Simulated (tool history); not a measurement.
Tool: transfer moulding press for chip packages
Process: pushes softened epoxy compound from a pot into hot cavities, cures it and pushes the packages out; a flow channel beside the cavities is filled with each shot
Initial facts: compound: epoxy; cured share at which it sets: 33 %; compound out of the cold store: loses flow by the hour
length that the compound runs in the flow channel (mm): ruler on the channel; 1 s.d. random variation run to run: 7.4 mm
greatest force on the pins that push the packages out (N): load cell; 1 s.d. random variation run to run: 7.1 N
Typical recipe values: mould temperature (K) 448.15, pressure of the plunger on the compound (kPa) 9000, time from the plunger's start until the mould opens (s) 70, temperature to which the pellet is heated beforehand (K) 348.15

run   hour  mould temperature (K)  pressure of the plunger on the compound (kPa)  time from the plunger's start until the mould opens (s)  temperature to which the pellet is heated beforehand (K)  incoming compound's hours out of the cold store  length that the compound runs in the flow channel (mm)  greatest force on the pins that push the packages out (N)
  1      0                 448.15                                           9000                                                       70                                                    348.15                                             34.4                                                     910                                                        289
      31.1  -- plunger's sealing rings changed
  2   39.5                 448.15                                           7720                                                       70                                                    348.15                                             27.9                                                     856                                                        285
      53.9  -- cavities cleaned with cleaning compound and waxed
  3   70.4                 448.15                                           7720                                                       70                                                    348.15                                             37.8                                                     840                                                        289
  4   97.9                 448.15                                           7720                                                       70                                                    348.15                                             38.1                                                     832                                                        286
     108.4  -- cavities cleaned with cleaning compound and waxed
  5  130.8                 448.15                                           7720                                                       70                                                    348.15                                             10.1                                                     898                                                        297
  6  149.1                 448.15                                           7720                                                       70                                                    348.15                                             10.6                                                     897                                                        299
     164.1  -- cavities cleaned with cleaning compound and waxed
  7  185.1                 448.15                                           9000                                                       70                                                    348.15                                             20.4                                                     951                                                        291
  8  200.6                 448.15                                           9000                                                       70                                                    348.15                                             24.8                                                     938                                                        290
     219.1  -- cavities cleaned with cleaning compound and waxed
  9    236                 448.15                                           9000                                                       70                                                    348.15                                             13.2                                                     975                                                        296
 10  255.3                 448.15                                           9000                                                       70                                                    348.15                                               23                                                     947                                                        282
     274.5  -- cavities cleaned with cleaning compound and waxed
 11  285.4                 448.15                                           9000                                                       70                                                    348.15                                              9.4                                                     976                                                        305
 12  307.4                 448.15                                           9000                                                       70                                                    348.15                                               21                                                     944                                                        296
     322.7  -- plunger's sealing rings changed
     330.8  -- cavities cleaned with cleaning compound and waxed
 13  330.8                 448.15                                           9000                                                       70                                                    340.15                                             44.6                                                     884                                                        294
 14  363.7                 442.15                                           9000                                                       70                                                    340.15                                             13.5                                                     998                                                        468
     385.9  -- cavities cleaned with cleaning compound and waxed
     392.4  -- mould's thermocouples calibrated
 15  399.8                 442.15                                          10060                                                      106                                                    340.15                                             18.6                                                    1033                                                        190
 16  430.7                 448.15                                           7530                                                       70                                                    348.15                                              9.2                                                     887                                                        291
     443.6  -- cavities cleaned with cleaning compound and waxed
 17  455.2                 440.15                                           9000                                                       99                                                    348.15                                             47.3                                                     911                                                        217
 18  488.4                 446.15                                           8170                                                       51                                                    345.15                                             47.4                                                     830                                                        709
     499.5  -- cavities cleaned with cleaning compound and waxed
 19  520.1                 446.15                                           8170                                                       51                                                    345.15                                             13.3                                                     921                                                        743
 20  537.3                 446.15                                           8170                                                       51                                                    345.15                                             17.6                                                     916                                                        739
     553.7  -- cavities cleaned with cleaning compound and waxed
 21  559.5                 451.15                                           8170                                                      103                                                    345.15                                             28.9                                                     870                                                        167
 22    593                 451.15                                           8170                                                      103                                                    345.15                                             12.5                                                     902                                                        175
       609  -- cavities cleaned with cleaning compound and waxed
       618  -- plunger's sealing rings changed
 23  627.8                 451.15                                           8170                                                      103                                                    345.15                                             32.1                                                     866                                                        160
     665.8  -- cavities cleaned with cleaning compound and waxed
 24  665.8                 451.15                                           8170                                                      108                                                    344.15                                             39.4                                                     841                                                        154
 25  684.3                 447.15                                           9500                                                       63                                                    342.15                                             34.3                                                     933                                                        415
 26  715.5                 443.15                                           7430                                                       75                                                    347.15                                             21.4                                                     874                                                        329
     719.6  -- cavities cleaned with cleaning compound and waxed
 27  735.4                 444.15                                           9510                                                       70                                                    348.15                                             47.9                                                     925                                                        357

Branching from run 27: 4 alternative next runs. What would each branch give?
  A  756.7                 444.15                                           9510                                                       54                                                    348.15                                             37.8                                                       ?                                                          ?
  B  756.7                 454.15                                           7780                                                       65                                                    348.15                                             34.4                                                       ?                                                          ?
  C  756.7                 448.15                                          10460                                                      102                                                    357.15                                             11.7                                                       ?                                                          ?
  D  756.7                 449.15                                           9000                                                       70                                                    340.15                                             23.1                                                       ?                                                          ?

run  length that the compound runs in the flow channel (mm)  greatest force on the pins that push the packages out (N)
  A                                                     931                                                        694
  B                                                     840                                                        238
  C                                                    1019                                                        161
  D                                                     923                                                        280
With the hidden condition removed and each run's random variation left untouched, the same runs would have given:
run  length that the compound runs in the flow channel (mm)  greatest force on the pins that push the packages out (N)
  A                                                     931                                                        688
  B                                                     841                                                        236
  C                                                    1020                                                        159
  D                                                     923                                                        277

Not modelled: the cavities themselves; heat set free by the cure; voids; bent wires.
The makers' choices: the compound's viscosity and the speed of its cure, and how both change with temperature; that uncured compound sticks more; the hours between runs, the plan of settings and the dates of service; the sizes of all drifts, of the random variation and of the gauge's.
